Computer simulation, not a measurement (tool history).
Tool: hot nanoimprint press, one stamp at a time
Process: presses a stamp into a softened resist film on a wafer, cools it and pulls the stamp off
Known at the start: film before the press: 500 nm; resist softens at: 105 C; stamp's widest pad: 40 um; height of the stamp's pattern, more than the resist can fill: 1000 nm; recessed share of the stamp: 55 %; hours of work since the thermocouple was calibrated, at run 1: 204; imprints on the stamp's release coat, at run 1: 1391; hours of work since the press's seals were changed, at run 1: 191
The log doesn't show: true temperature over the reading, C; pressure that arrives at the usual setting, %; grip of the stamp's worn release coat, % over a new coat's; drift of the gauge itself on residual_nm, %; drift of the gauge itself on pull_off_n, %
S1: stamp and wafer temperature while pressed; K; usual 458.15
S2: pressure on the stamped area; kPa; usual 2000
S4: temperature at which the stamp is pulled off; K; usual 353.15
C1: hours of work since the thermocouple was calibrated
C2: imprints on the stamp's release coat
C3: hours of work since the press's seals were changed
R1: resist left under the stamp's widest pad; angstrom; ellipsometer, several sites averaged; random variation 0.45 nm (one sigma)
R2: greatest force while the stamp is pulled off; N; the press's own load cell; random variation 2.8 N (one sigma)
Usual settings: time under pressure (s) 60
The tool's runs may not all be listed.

run 1 hour=0.0 | S1=458.15 S2=2000 time_under_pressure_(s)=60 S4=353.15 | C1=204 C2=1391 C3=191 | R1=2221 R2=204
run 2 hour=13.9 | S1=458.15 S2=2000 time_under_pressure_(s)=60 S4=353.15 | C1=210 C2=1431 C3=197 | R1=2233 R2=210
run 3 hour=23.3 | S1=461.15 S2=2000 time_under_pressure_(s)=60 S4=353.15 | C1=214 C2=1457 C3=201 | R1=2002 R2=204
run 4 hour=32.2 | S1=461.15 S2=2000 time_under_pressure_(s)=60 S4=353.15 | C1=218 C2=1482 C3=204 | R1=2000 R2=206
run 5 hour=40.4 | S1=461.15 S2=2000 time_under_pressure_(s)=60 S4=353.15 | C1=221 C2=1505 C3=208 | R1=2003 R2=212
run 6 hour=53.8 | S1=461.15 S2=2000 time_under_pressure_(s)=60 S4=353.15 | C1=227 C2=1543 C3=213 | R1=1997 R2=212
run 7 hour=65.1 | S1=461.15 S2=2000 time_under_pressure_(s)=60 S4=353.15 | C1=231 C2=1574 C3=218 | R1=2003 R2=210
run 8 hour=77.0 | S1=461.15 S2=2000 time_under_pressure_(s)=60 S4=353.15 | C1=236 C2=1608 C3=223 | R1=2002 R2=213
run 9 hour=89.2 | S1=461.15 S2=2000 time_under_pressure_(s)=60 S4=353.15 | C1=241 C2=1642 C3=228 | R1=2003 R2=215
run 10 hour=101.2 | S1=461.15 S2=2000 time_under_pressure_(s)=60 S4=353.15 | C1=246 C2=1676 C3=233 | R1=2001 R2=208
run 11 hour=110.0 | S1=458.15 S2=2000 time_under_pressure_(s)=74 S4=353.15 | C1=250 C2=1701 C3=236 | R1=2079 R2=217
run 12 hour=119.6 | S1=458.15 S2=2000 time_under_pressure_(s)=60 S4=353.15 | C1=254 C2=1728 C3=240 | R1=2233 R2=219
-- hour=123.7 plate thermocouple calibrated
run 13 hour=128.2 | S1=458.15 S2=2000 time_under_pressure_(s)=60 S4=353.15 | C1=2 C2=1743 C3=243 | R1=2253 R2=215
run 14 hour=138.6 | S1=458.15 S2=2000 time_under_pressure_(s)=60 S4=353.15 | C1=6 C2=1773 C3=247 | R1=2254 R2=221
run 15 hour=147.6 | S1=458.15 S2=2000 time_under_pressure_(s)=60 S4=353.15 | C1=10 C2=1798 C3=251 | R1=2256 R2=217
run 16 hour=157.8 | S1=458.15 S2=3190 time_under_pressure_(s)=60 S4=342.15 | C1=14 C2=1826 C3=255 | R1=1742 R2=277
-- hour=166.4 stamp cleaned and given a new release coat
run 17 hour=176.3 | S1=460.15 S2=1450 time_under_pressure_(s)=107 S4=349.15 | C1=19 C2=28 C3=260 | R1=2041 R2=186
run 18 hour=185.6 | S1=458.15 S2=2000 time_under_pressure_(s)=76 S4=359.15 | C1=23 C2=54 C3=264 | R1=2076 R2=147
run 19 hour=196.5 | S1=458.15 S2=2000 time_under_pressure_(s)=76 S4=359.15 | C1=28 C2=84 C3=268 | R1=2084 R2=146
run 20 hour=202.4 | S1=469.15 S2=2000 time_under_pressure_(s)=76 S4=359.15 | C1=30 C2=101 C3=271 | R1=1394 R2=147
-- hour=208.4 plate thermocouple calibrated, once more
run 21 hour=216.0 | S1=458.15 S2=2600 time_under_pressure_(s)=60 S4=353.15 | C1=3 C2=131 C3=275 | R1=1926 R2=173
run 22 hour=223.5 | S1=446.15 S2=1880 time_under_pressure_(s)=38 S4=353.15 | C1=6 C2=152 C3=278 | R1=3777 R2=172
run 23 hour=233.4 | S1=454.15 S2=1300 time_under_pressure_(s)=60 S4=353.15 | C1=10 C2=180 C3=282 | R1=3110 R2=173
run 24 hour=245.7 | S1=452.15 S2=1300 time_under_pressure_(s)=60 S4=348.15 | C1=15 C2=214 C3=288 | R1=3314 R2=192
run 25 hour=251.9 | S1=449.15 S2=1380 time_under_pressure_(s)=60 S4=353.15 | C1=18 C2=232 C3=290 | R1=3525 R2=175
run 26 hour=262.4 | S1=467.15 S2=1380 time_under_pressure_(s)=43 S4=360.15 | C1=22 C2=261 C3=294 | R1=2223 R2=147
run 27 hour=269.8 | S1=467.15 S2=1380 time_under_pressure_(s)=43 S4=360.15 | C1=25 C2=282 C3=297 | R1=2225 R2=143
run 28 hour=279.4 | S1=467.15 S2=2000 time_under_pressure_(s)=60 S4=353.15 | C1=29 C2=309 C3=301 | R1=1604 R2=174

Some steps in R1 between neighbouring runs. How much of each would the tool show without its hidden state too (settings, what came in, random variation), and how much is left for the hidden state, with any gauge scatter that isn't in both results?
Run 19 -> 20: S1 458.15 -> 469.15. R1 -690 angstrom: hidden state -21, all else -669.
Run 20 -> 21: S1 469.15 -> 458.15, S2 2000 -> 2600, time under pressure (s) 76 -> 60, S4 359.15 -> 353.15, plate thermocouple calibrated, once more. R1 +532 angstrom: hidden state -18, all else +550.
Run 21 -> 22: S1 458.15 -> 446.15, S2 2600 -> 1880, time under pressure (s) 60 -> 38. R1 +1851 angstrom: hidden state -1, all else +1852.
Run 25 -> 26: S1 449.15 -> 467.15, time under pressure (s) 60 -> 43, S4 353.15 -> 360.15. R1 -1302 angstrom: hidden state -2, all else -1300.
